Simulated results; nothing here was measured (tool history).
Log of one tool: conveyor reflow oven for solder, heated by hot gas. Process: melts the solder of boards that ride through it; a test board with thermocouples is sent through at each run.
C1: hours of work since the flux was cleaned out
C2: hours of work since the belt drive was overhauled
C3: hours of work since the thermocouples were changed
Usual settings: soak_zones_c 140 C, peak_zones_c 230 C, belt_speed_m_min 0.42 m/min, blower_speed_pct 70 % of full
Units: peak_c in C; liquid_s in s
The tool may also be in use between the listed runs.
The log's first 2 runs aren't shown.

run 3 hour=48.6 | soak_zones_c=140 peak_zones_c=227 belt_speed_m_min=0.42 blower_speed_pct=70 | C1=87 C2=646 C3=683 | peak_c=217.2 liquid_s=89.4
run 4 hour=67.5 | soak_zones_c=140 peak_zones_c=230 belt_speed_m_min=0.42 blower_speed_pct=70 | C1=100 C2=660 C3=696 | peak_c=219.9 liquid_s=92.7
run 5 hour=86.6 | soak_zones_c=140 peak_zones_c=234 belt_speed_m_min=0.42 blower_speed_pct=70 | C1=114 C2=673 C3=710 | peak_c=223.7 liquid_s=95.7
run 6 hour=117 | soak_zones_c=140 peak_zones_c=230 belt_speed_m_min=0.42 blower_speed_pct=70 | C1=136 C2=695 C3=732 | peak_c=220.1 liquid_s=92.4
run 7 hour=147.7 | soak_zones_c=140 peak_zones_c=230 belt_speed_m_min=0.42 blower_speed_pct=70 | C1=158 C2=717 C3=754 | peak_c=219.9 liquid_s=92.5
run 8 hour=163.9 | soak_zones_c=140 peak_zones_c=230 belt_speed_m_min=0.42 blower_speed_pct=70 | C1=169 C2=729 C3=765 | peak_c=219.8 liquid_s=92.8
run 9 hour=181.1 | soak_zones_c=140 peak_zones_c=230 belt_speed_m_min=0.42 blower_speed_pct=70 | C1=182 C2=741 C3=778 | peak_c=220 liquid_s=92.9
run 10 hour=206 | soak_zones_c=140 peak_zones_c=230 belt_speed_m_min=0.42 blower_speed_pct=70 | C1=200 C2=759 C3=796 | peak_c=220.1 liquid_s=92.1
run 11 hour=240.8 | soak_zones_c=140 peak_zones_c=230 belt_speed_m_min=0.42 blower_speed_pct=70 | C1=225 C2=784 C3=821 | peak_c=220.3 liquid_s=92.3
run 12 hour=270.2 | soak_zones_c=140 peak_zones_c=230 belt_speed_m_min=0.42 blower_speed_pct=70 | C1=246 C2=805 C3=842 | peak_c=219.7 liquid_s=92.8
run 13 hour=298.7 | soak_zones_c=140 peak_zones_c=230 belt_speed_m_min=0.42 blower_speed_pct=70 | C1=266 C2=826 C3=862 | peak_c=219.6 liquid_s=92.1
run 14 hour=322.3 | soak_zones_c=140 peak_zones_c=230 belt_speed_m_min=0.42 blower_speed_pct=59 | C1=283 C2=843 C3=879 | peak_c=216.9 liquid_s=88.5
run 15 hour=358 | soak_zones_c=140 peak_zones_c=230 belt_speed_m_min=0.42 blower_speed_pct=59 | C1=309 C2=869 C3=905 | peak_c=216.5 liquid_s=88.2
run 16 hour=374.5 | soak_zones_c=140 peak_zones_c=230 belt_speed_m_min=0.492 blower_speed_pct=70 | C1=321 C2=881 C3=917 | peak_c=214.7 liquid_s=73
run 17 hour=390.5 | soak_zones_c=150 peak_zones_c=230 belt_speed_m_min=0.372 blower_speed_pct=70 | C1=333 C2=892 C3=929 | peak_c=223.9 liquid_s=115.6
run 18 hour=417.1 | soak_zones_c=150 peak_zones_c=230 belt_speed_m_min=0.372 blower_speed_pct=70 | C1=352 C2=911 C3=948 | peak_c=223.6 liquid_s=116
run 19 hour=435.9 | soak_zones_c=140 peak_zones_c=220 belt_speed_m_min=0.387 blower_speed_pct=76 | C1=365 C2=925 C3=961 | peak_c=213.1 liquid_s=94.4
run 20 hour=473.9 | soak_zones_c=140 peak_zones_c=230 belt_speed_m_min=0.42 blower_speed_pct=62 | C1=393 C2=952 C3=989 | peak_c=217.7 liquid_s=89.7
run 21 hour=500.6 | soak_zones_c=128 peak_zones_c=233 belt_speed_m_min=0.344 blower_speed_pct=78 | C1=412 C2=971 C3=1008 | peak_c=227.3 liquid_s=117
run 22 hour=532.8 | soak_zones_c=128 peak_zones_c=233 belt_speed_m_min=0.344 blower_speed_pct=78 | C1=435 C2=994 C3=1031 | peak_c=227.4 liquid_s=117
run 23 hour=554.8 | soak_zones_c=128 peak_zones_c=233 belt_speed_m_min=0.344 blower_speed_pct=78 | C1=451 C2=1010 C3=1047 | peak_c=227.6 liquid_s=116.7

Forecast run 24:
-- hour=584.7 flux residue cleaned out of gas plates and filters
run 24 hour=595.1 | soak_zones_c=140 peak_zones_c=245 belt_speed_m_min=0.428 blower_speed_pct=51 | C1=7 C2=1036 C3=1072 | peak_c=? liquid_s=?

Run 24 gave peak_c 228.9 C, liquid_s 98.6 s.
Without the tool's hidden state the same run would have given peak_c 226.1 C, liquid_s 94.3 s.
